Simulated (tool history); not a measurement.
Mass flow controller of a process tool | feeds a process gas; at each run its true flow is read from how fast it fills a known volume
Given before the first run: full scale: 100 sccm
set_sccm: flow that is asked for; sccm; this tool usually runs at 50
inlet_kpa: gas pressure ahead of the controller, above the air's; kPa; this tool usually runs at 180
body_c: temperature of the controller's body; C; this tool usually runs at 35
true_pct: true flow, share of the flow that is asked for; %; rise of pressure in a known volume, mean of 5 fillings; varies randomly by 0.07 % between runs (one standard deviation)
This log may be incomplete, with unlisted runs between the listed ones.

run	day	set_sccm	inlet_kpa	body_c	true_pct
1	0.000	50	180	35	96.68
# day 7.983: controller's zero set anew
2	7.983	50	142	35	98.79
3	15.446	50	142	35	98.67
4	26.808	50	180	22	97.94
5	41.362	50	180	35	98.30
6	52.700	50	180	35	98.17
7	63.704	50	180	34	98.06
8	77.571	50	180	35	97.91
9	93.517	50	180	35	97.77
10	104.554	50	180	35	97.67
11	116.921	50	180	35	97.49
12	126.296	50	180	28	97.14
13	142.771	12	180	29	92.89
14	158.892	23	144	29	95.12
15	175.929	23	144	29	94.72
16	182.862	34	187	25	95.69
17	196.617	16	247	25	92.36
18	211.954	36	247	27	95.22
19	218.838	36	153	36	95.74
20	228.492	79	155	36	98.08
21	236.871	79	155	36	97.97

Below, each run's measurement less what the same run would have read without the hidden state. Both values contain the same run-to-run variation, but the gauge's scatter may not be the same in both:
The tool's hidden condition here consists of: flow at rest that the sensor doesn't see, % of full scale; true flow over the shown one, %; drift of the gauge itself on true_pct, %.
run	true_pct
1	-2.43
2	-0.59
3	-0.66
4	-0.77
5	-0.90
6	-1.01
7	-1.11
8	-1.25
9	-1.38
10	-1.48
11	-1.59
12	-1.67
13	-5.01
14	-3.28
15	-3.58
16	-2.80
17	-5.29
18	-3.05
19	-3.13
20	-2.02
21	-2.07
